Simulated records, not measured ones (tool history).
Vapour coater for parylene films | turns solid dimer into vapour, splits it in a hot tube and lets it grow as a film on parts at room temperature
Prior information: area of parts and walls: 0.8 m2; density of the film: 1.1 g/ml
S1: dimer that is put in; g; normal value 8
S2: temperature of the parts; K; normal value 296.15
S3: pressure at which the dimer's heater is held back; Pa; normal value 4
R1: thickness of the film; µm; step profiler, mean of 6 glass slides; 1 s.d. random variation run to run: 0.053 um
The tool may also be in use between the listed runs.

run,hour,S1,S2,S3,R1
1,0,8,296.15,4,5.71
2,15.9,9,296.15,4,6.37
3,31.9,9,296.15,4,6.26
4,47.4,8,290.15,4,7.52
5,67.7,8,290.15,4,7.49
6,93.8,8,296.15,4,5.58
7,113,8,296.15,4,5.5
8,132.2,11,296.15,4,7.51
# hour 138.9: trap's valve overhauled
9,153.5,8,296.15,5.81,5.89
10,167.8,7,296.15,4,5.35
11,190.5,7,296.15,4,5.38
12,203.7,7,296.15,4,5.34
13,227.3,7,296.15,4,5.3
14,258.6,7,296.15,4,5.29
15,284.9,7,296.15,4,5.19
16,303.4,7,296.15,4,5.19
17,327.9,8,296.15,4,5.92
18,343.9,8,299.15,4,4.96
19,370.5,8,293.15,4,6.7
20,401.7,8,293.15,4,6.68
21,423,8,293.15,4,6.62
22,449.9,8,293.15,4,6.56
23,478.3,8,293.15,4,6.57
24,504.8,8,293.15,4,6.46
25,526.2,12,298.15,3.79,7.65
26,538.9,8,303.15,2.42,4.22
# hour 552.5: trap's valve overhauled
27,564.2,4,307.15,4.45,1.8
# hour 568: table's thermometer calibrated
28,596.7,4,307.15,6.53,1.65
29,622.5,5,302.15,3.71,2.91
30,635.8,5,302.15,3.71,2.87
31,655.7,5,292.15,7.44,4.22
# hour 661.8: table's thermometer calibrated, once more
32,688.2,5,292.15,7.44,4.01
33,707.8,3,296.15,10.63,1.88
34,733,10,296.15,2.2,7.89
35,753.9,10,306.15,2.93,4.61
36,771.8,13,296.15,4,9.38
37,797.9,13,290.15,4,12.38
38,813.5,8,304.15,9.91,3.28
39,832.1,8,304.15,9.91,3.3
40,853.6,8,304.15,9.91,3.3
41,885.2,8,291.15,7.17,6.51
42,910.7,7,291.15,2.32,6.74
43,938.2,8,290.15,2.25,7.89
44,959.3,8,290.15,2.25,7.86
# hour 967.7: trap's valve overhauled
45,984.9,6,291.15,2.91,6.24
46,1008.7,7,298.15,3.44,5.01

Each row is a separate what-if for the run after 46, all from the same tool condition, not one after another. Results?
A,1027.3,7,289.15,3.44,?
B,1027.3,6,296.15,3.47,?
C,1027.3,8,296.15,5.91,?
D,1027.3,11,295.15,4.1,?
E,1027.3,10,292.15,9.79,?

run,R1
A,7.59
B,4.66
C,5.76
D,8.68
E,8.1
What these runs would have given with no unlogged condition in the tool:
run,R1
A,7.66
B,4.68
C,5.78
D,8.72
E,8.13
